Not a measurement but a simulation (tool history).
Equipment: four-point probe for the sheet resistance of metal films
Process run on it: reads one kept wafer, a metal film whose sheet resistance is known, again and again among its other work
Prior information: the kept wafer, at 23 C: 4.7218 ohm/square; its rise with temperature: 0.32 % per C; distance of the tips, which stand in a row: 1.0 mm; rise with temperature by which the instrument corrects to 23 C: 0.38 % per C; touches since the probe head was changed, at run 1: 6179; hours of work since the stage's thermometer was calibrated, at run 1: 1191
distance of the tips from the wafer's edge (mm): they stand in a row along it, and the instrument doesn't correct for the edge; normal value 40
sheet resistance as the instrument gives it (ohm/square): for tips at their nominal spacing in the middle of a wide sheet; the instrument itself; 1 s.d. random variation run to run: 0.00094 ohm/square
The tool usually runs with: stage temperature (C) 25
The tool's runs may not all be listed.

run	hour	stage temperature (C)	distance of the tips from the wafer's edge (mm)	touches since the probe head was changed	hours of work since the stage's thermometer was calibrated	sheet resistance as the instrument gives it (ohm/square)
1	0	25	40	6179	1191	4.687141
2	17	25	17	7166	1205	4.693297
3	36.6	25	17	8299	1220	4.694717
# hour 39.8: stage's thermometer calibrated
4	59.8	25	17	9619	15	4.693663
5	87.2	25	40	11210	37	4.68407
6	114	22	7	12763	57	4.744714
# hour 116.4: stage's thermometer calibrated, once more
7	143.1	25	9	14421	21	4.723036
8	172.6	22	15	16135	43	4.713276
9	193.2	22	15	17332	59	4.713258
10	207.8	19	25	18176	71	4.713607

Forecast each of these 3 alternatives for the next run:
A	238	32	5	19929	94	?
B	238	25	54	19929	94	?
C	238	24	44	19929	94	?

run	sheet resistance as the instrument gives it (ohm/square)
A	4.773876
B	4.695624
C	4.696567
What these runs would have given with no unlogged condition in the tool:
run	sheet resistance as the instrument gives it (ohm/square)
A	4.796302
B	4.717747
C	4.7187
